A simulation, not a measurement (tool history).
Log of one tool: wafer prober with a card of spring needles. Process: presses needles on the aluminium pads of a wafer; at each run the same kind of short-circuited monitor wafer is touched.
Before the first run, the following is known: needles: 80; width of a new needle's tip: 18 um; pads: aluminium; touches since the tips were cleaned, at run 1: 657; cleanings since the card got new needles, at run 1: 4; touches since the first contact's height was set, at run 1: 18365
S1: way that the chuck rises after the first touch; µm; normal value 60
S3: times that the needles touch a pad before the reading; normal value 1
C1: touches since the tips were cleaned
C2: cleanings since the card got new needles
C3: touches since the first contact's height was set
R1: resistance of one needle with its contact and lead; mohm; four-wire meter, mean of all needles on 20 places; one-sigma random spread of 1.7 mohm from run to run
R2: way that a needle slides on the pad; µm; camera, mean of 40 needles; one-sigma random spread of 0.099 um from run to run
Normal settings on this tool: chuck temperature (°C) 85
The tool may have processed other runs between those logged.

Run 1, hour 0.0: usual settings; C1 657; C2 4; C3 18365. Result: R1 185 mohm, R2 16.54 µm.
At hour 7.3: tips cleaned on abrasive film.
Run 2, hour 7.3: usual settings but chuck temperature (°C) 65; C1 0; C2 5; C3 22088. Result: R1 174 mohm, R2 16.44 µm.
At hour 15.8: tips cleaned on abrasive film.
Run 3, hour 16.6: usual settings but chuck temperature (°C) 65; C1 402; C2 6; C3 26852. Result: R1 179 mohm, R2 16.31 µm.
At hour 25.2: tips cleaned on abrasive film.
Run 4, hour 27.0: usual settings but chuck temperature (°C) 65, S3 2; C1 936; C2 7; C3 32158. Result: R1 183 mohm, R2 16.33 µm.
At hour 34.3: tips cleaned on abrasive film.
Run 5, hour 37.0: usual settings but chuck temperature (°C) 65, S3 2; C1 1376; C2 8; C3 37263. Result: R1 186 mohm, R2 16.34 µm.
At hour 43.2: tips cleaned on abrasive film.
Run 6, hour 43.2: usual settings but chuck temperature (°C) 65, S3 2; C1 0; C2 9; C3 40414. Result: R1 173 mohm, R2 16.48 µm.
Run 7, hour 51.1: usual settings but S1 47 µm, chuck temperature (°C) 65, S3 2; C1 4103; C2 9; C3 44517. Result: R1 207 mohm, R2 12.76 µm.
At hour 52.4: tips cleaned on abrasive film.
At hour 60.9: tips cleaned on abrasive film.
Run 8, hour 64.0: usual settings but chuck temperature (°C) 65, S3 2; C1 1563; C2 11; C3 51049. Result: R1 187 mohm, R2 16.20 µm.
At hour 70.4: tips cleaned on abrasive film.
Run 9, hour 73.8: usual settings but chuck temperature (°C) 65, S3 2; C1 1721; C2 12; C3 56066. Result: R1 185 mohm, R2 16.36 µm.
At hour 79.5: tips cleaned on abrasive film.
Run 10, hour 83.8: usual settings but chuck temperature (°C) 65, S3 2; C1 2222; C2 13; C3 61203. Result: R1 187 mohm, R2 16.33 µm.
At hour 88.3: tips cleaned on abrasive film.
Run 11, hour 93.7: usual settings but S1 43 µm, chuck temperature (°C) 56, S3 2; C1 2750; C2 14; C3 66238. Result: R1 201 mohm, R2 11.57 µm.
At hour 97.9: tips cleaned on abrasive film.
Run 12, hour 104.0: usual settings but S1 41 µm, chuck temperature (°C) 56, S3 2; C1 3156; C2 15; C3 71533. Result: R1 208 mohm, R2 10.94 µm.
At hour 106.6: tips cleaned on abrasive film.
Run 13, hour 111.8: usual settings but S1 70 µm, chuck temperature (°C) 31, S3 2; C1 2671; C2 16; C3 75496. Result: R1 176 mohm, R2 18.88 µm.
At hour 115.1: tips cleaned on abrasive film.
At hour 124.4: tips cleaned on abrasive film.
Run 14, hour 126.5: usual settings but S1 52 µm, chuck temperature (°C) 29; C1 1089; C2 18; C3 82974. Result: R1 188 mohm, R2 13.72 µm.
At hour 133.1: tips cleaned on abrasive film.
Run 15, hour 140.7: usual settings but S1 49 µm, chuck temperature (°C) 39, S3 3; C1 3935; C2 19; C3 90288. Result: R1 190 mohm, R2 13.06 µm.
At hour 141.9: tips cleaned on abrasive film.
At hour 151.0: tips cleaned on abrasive film.
Run 16, hour 154.7: usual settings but S1 49 µm, chuck temperature (°C) 39, S3 3; C1 1952; C2 21; C3 97431. Result: R1 186 mohm, R2 12.83 µm.
At hour 159.9: tips cleaned on abrasive film.
At hour 168.3: tips cleaned on abrasive film.
Run 17, hour 169.5: usual settings but S1 49 µm, chuck temperature (°C) 114; C1 648; C2 23; C3 104965. Result: R1 204 mohm, R2 12.74 µm.

For some of the steps in R1 from one run to the next: how much would appear even if the tool had no hidden state, given the settings, what came in and random variation, and how much remains for the hidden state plus any gauge scatter that the measured result and the result without hidden state don't share?
Unlogged tool condition in this case: debris on the tips, nm; way that the needles fall short of the set height, um; tips' diameter, um; drift of the gauge itself on contact_mohm, %; drift of the gauge itself on scrub_um, %.
Run 6 -> 7: S1 60 -> 47. R1 +34 mohm: hidden state +31, all else +3.

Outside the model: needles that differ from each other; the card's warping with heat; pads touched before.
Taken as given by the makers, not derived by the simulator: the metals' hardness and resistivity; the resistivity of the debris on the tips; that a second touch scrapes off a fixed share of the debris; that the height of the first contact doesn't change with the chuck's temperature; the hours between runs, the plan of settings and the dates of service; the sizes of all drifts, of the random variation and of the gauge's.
